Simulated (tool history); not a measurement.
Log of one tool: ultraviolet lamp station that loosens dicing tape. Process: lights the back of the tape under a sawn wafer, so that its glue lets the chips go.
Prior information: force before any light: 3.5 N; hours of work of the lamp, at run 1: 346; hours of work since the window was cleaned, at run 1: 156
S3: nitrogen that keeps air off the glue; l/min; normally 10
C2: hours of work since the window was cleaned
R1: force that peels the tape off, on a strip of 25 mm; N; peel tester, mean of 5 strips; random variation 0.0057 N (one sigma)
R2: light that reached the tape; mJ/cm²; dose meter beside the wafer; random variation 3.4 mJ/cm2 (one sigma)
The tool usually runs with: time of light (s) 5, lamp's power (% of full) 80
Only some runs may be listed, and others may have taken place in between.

run 1 hour=0.0 | time_of_light_(s)=5 lamp's_power_(%_of_full)=80 S3=10 | hours_of_work_of_the_lamp=346 C2=156 | R1=0.142 R2=545
run 2 hour=37.8 | time_of_light_(s)=5 lamp's_power_(%_of_full)=80 S3=10 | hours_of_work_of_the_lamp=373 C2=183 | R1=0.128 R2=540
run 3 hour=90.5 | time_of_light_(s)=5 lamp's_power_(%_of_full)=80 S3=5 | hours_of_work_of_the_lamp=411 C2=221 | R1=0.208 R2=546
run 4 hour=144.4 | time_of_light_(s)=5 lamp's_power_(%_of_full)=80 S3=5 | hours_of_work_of_the_lamp=450 C2=260 | R1=0.187 R2=548
run 5 hour=194.9 | time_of_light_(s)=5 lamp's_power_(%_of_full)=80 S3=5 | hours_of_work_of_the_lamp=486 C2=296 | R1=0.202 R2=548
run 6 hour=240.3 | time_of_light_(s)=5 lamp's_power_(%_of_full)=80 S3=5 | hours_of_work_of_the_lamp=519 C2=329 | R1=0.192 R2=548
run 7 hour=291.3 | time_of_light_(s)=5 lamp's_power_(%_of_full)=80 S3=5 | hours_of_work_of_the_lamp=555 C2=366 | R1=0.198 R2=547
run 8 hour=322.5 | time_of_light_(s)=2 lamp's_power_(%_of_full)=80 S3=4 | hours_of_work_of_the_lamp=578 C2=388 | R1=0.998 R2=219
run 9 hour=375.1 | time_of_light_(s)=4 lamp's_power_(%_of_full)=81 S3=5 | hours_of_work_of_the_lamp=615 C2=426 | R1=0.294 R2=437
run 10 hour=410.4 | time_of_light_(s)=4 lamp's_power_(%_of_full)=99 S3=7 | hours_of_work_of_the_lamp=641 C2=451 | R1=0.157 R2=536
run 11 hour=464.3 | time_of_light_(s)=4 lamp's_power_(%_of_full)=99 S3=7 | hours_of_work_of_the_lamp=680 C2=490 | R1=0.169 R2=541
-- hour=493.9 lamp changed
-- hour=500.4 window cleaned of glue's vapour
run 12 hour=512.3 | time_of_light_(s)=3 lamp's_power_(%_of_full)=74 S3=10 | hours_of_work_of_the_lamp=13 C2=9 | R1=0.350 R2=305
run 13 hour=543.5 | time_of_light_(s)=2 lamp's_power_(%_of_full)=64 S3=10 | hours_of_work_of_the_lamp=35 C2=31 | R1=0.852 R2=174
run 14 hour=582.0 | time_of_light_(s)=5 lamp's_power_(%_of_full)=80 S3=13 | hours_of_work_of_the_lamp=63 C2=59 | R1=0.131 R2=538

5 ways to go on from here, each from the tool as it stands after run 14. What would each give?
run A hour=627.3 | time_of_light_(s)=9 lamp's_power_(%_of_full)=98 S3=8 | hours_of_work_of_the_lamp=96 C2=91 | R1=? R2=?
run B hour=627.3 | time_of_light_(s)=5 lamp's_power_(%_of_full)=75 S3=11 | hours_of_work_of_the_lamp=96 C2=91 | R1=? R2=?
run C hour=627.3 | time_of_light_(s)=5 lamp's_power_(%_of_full)=70 S3=9 | hours_of_work_of_the_lamp=96 C2=91 | R1=? R2=?
run D hour=627.3 | time_of_light_(s)=2 lamp's_power_(%_of_full)=82 S3=5 | hours_of_work_of_the_lamp=96 C2=91 | R1=? R2=?
run E hour=627.3 | time_of_light_(s)=8 lamp's_power_(%_of_full)=87 S3=4 | hours_of_work_of_the_lamp=96 C2=91 | R1=? R2=?

run=A R1=0.113 R2=1201
run=B R1=0.144 R2=510
run=C R1=0.163 R2=477
run=D R1=0.875 R2=221
run=E R1=0.129 R2=948
What these runs would have given with no unlogged condition in the tool:
run=A R1=0.113 R2=1202
run=B R1=0.144 R2=511
run=C R1=0.163 R2=477
run=D R1=0.874 R2=221
run=E R1=0.129 R2=949

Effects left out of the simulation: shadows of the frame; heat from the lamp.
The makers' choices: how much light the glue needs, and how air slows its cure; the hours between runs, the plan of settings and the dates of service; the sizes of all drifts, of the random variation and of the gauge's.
